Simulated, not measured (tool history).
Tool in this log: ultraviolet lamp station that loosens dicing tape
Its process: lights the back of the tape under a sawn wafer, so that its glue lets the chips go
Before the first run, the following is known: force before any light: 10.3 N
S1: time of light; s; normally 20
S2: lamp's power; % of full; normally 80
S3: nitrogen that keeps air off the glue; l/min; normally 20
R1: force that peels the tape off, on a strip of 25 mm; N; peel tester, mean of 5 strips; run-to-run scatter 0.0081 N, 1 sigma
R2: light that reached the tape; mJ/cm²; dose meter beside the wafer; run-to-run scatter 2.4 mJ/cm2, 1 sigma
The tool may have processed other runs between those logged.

run,day,S1,S2,S3,R1,R2
1,0,20,80,20,0.36,237
2,1.112,23,80,20,0.317,275
3,2.662,20,80,20,0.399,238
4,3.717,20,80,20,0.379,237
5,4.479,20,80,9,0.731,231
6,5.596,20,80,9,0.75,230
7,7.162,20,80,20,0.373,232
8,8.025,20,80,20,0.394,226
9,8.821,20,80,20,0.403,228
10,10.042,20,80,20,0.423,225
11,11.3,20,80,28,0.327,227
12,12.5,39,80,20,0.235,432
13,13.454,39,80,20,0.242,424
14,14.146,39,80,20,0.247,426
15,15.454,39,80,20,0.241,446
16,16.592,21,73,20,0.422,218
17,17.867,19,80,20,0.455,212
18,18.854,20,80,24,0.373,223
19,20.275,20,80,24,0.37,225
20,21.2,23,76,7,0.809,244
21,22.054,23,76,7,0.843,238
22,23.2,23,76,7,0.922,241
23,24.688,23,76,7,0.861,234
24,25.325,23,76,7,0.875,234
25,26.062,23,93,13,0.358,287
26,27.046,18,62,12,1.364,150
27,27.717,30,69,6,0.752,278
28,29.021,30,69,6,0.744,276
29,29.758,30,69,6,0.726,269
30,31.046,29,73,38,0.263,276

Put back what was entered between runs (2 entries, withheld): which listed runs does each sit between, and how does the hidden state differ from the listed run before to the listed run after?
After run 9, before run 10: window cleaned of glue's vapour (day 8.971)
  lamp's light, % of a new lamp's: 87.7 -> 87.3; light that the window lets through, % of a clean one's: 96.8 -> 95.1
  measured minus no-state result, R1: +0.079 -> +0.098 N; R2: -41 -> -46 mJ/cm²
After run 14, before run 15: window cleaned of glue's vapour, once more (day 15.092)
  lamp's light, % of a new lamp's: 85.8 -> 85.4; light that the window lets through, % of a clean one's: 94.5 -> 99.7
  measured minus no-state result, R1: +0.003 -> +0.003 N; R2: -99 -> -78 mJ/cm²

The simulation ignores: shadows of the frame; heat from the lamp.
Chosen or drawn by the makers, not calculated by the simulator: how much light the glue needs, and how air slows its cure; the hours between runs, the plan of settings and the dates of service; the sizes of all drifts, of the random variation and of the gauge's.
